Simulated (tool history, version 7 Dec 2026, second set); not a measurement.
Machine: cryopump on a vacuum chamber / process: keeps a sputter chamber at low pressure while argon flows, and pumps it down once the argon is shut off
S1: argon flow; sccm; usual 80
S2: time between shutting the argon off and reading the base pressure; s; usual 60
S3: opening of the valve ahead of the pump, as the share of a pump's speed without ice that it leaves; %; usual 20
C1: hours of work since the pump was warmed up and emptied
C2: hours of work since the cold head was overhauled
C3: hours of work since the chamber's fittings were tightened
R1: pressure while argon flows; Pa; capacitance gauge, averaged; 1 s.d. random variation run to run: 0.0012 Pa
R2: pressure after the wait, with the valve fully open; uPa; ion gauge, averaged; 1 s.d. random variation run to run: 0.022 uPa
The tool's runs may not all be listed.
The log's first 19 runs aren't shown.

run 20 hour=448.2 | S1=43 S2=20 S3=16 | C1=175 C2=529 C3=1722 | R1=0.1892 R2=1.86
run 21 hour=479.9 | S1=54 S2=27 S3=20 | C1=201 C2=556 C3=1749 | R1=0.1916 R2=1.52
run 22 hour=498.3 | S1=54 S2=27 S3=20 | C1=217 C2=571 C3=1764 | R1=0.1929 R2=1.50
run 23 hour=528.1 | S1=54 S2=27 S3=20 | C1=242 C2=596 C3=1789 | R1=0.1945 R2=1.59
run 24 hour=547.8 | S1=94 S2=20 S3=20 | C1=259 C2=613 C3=1806 | R1=0.3387 R2=1.91
run 25 hour=567.1 | S1=44 S2=124 S3=20 | C1=275 C2=629 C3=1822 | R1=0.1598 R2=0.68
run 26 hour=594.4 | S1=80 S2=58 S3=35 | C1=298 C2=652 C3=1845 | R1=0.1709 R2=0.97
run 27 hour=622.3 | S1=97 S2=27 S3=21 | C1=321 C2=676 C3=1869 | R1=0.3369 R2=1.57
run 28 hour=653.1 | S1=142 S2=118 S3=45 | C1=347 C2=702 C3=1894 | R1=0.2468 R2=0.79
-- hour=665.0 pump warmed up, emptied and cooled again
run 29 hour=677.6 | S1=145 S2=91 S3=20 | C1=11 C2=718 C3=1911 | R1=0.5031 R2=0.70
run 30 hour=697.7 | S1=95 S2=60 S3=20 | C1=27 C2=735 C3=1928 | R1=0.3285 R2=0.92
run 31 hour=721.6 | S1=95 S2=60 S3=20 | C1=48 C2=755 C3=1948 | R1=0.3290 R2=0.91
run 32 hour=735.4 | S1=95 S2=60 S3=20 | C1=59 C2=767 C3=1959 | R1=0.3307 R2=0.91
run 33 hour=756.0 | S1=59 S2=34 S3=20 | C1=77 C2=784 C3=1977 | R1=0.2057 R2=1.30
run 34 hour=780.6 | S1=59 S2=34 S3=20 | C1=97 C2=805 C3=1997 | R1=0.2070 R2=1.33

Predict each of these 3 candidate next runs independently; none follows another, all start after run 34:
run A hour=811.0 | S1=59 S2=78 S3=16 | C1=123 C2=830 C3=2023 | R1=? R2=?
run B hour=811.0 | S1=68 S2=60 S3=20 | C1=123 C2=830 C3=2023 | R1=? R2=?
run C hour=811.0 | S1=73 S2=60 S3=18 | C1=123 C2=830 C3=2023 | R1=? R2=?

run=A R1=0.2599 R2=0.82
run=B R1=0.2380 R2=0.93
run=C R1=0.2823 R2=0.95
With the hidden condition removed and each run's random variation left untouched, the same runs would have given:
run=A R1=0.2562 R2=0.48
run=B R1=0.2337 R2=0.59
run=C R1=0.2777 R2=0.61
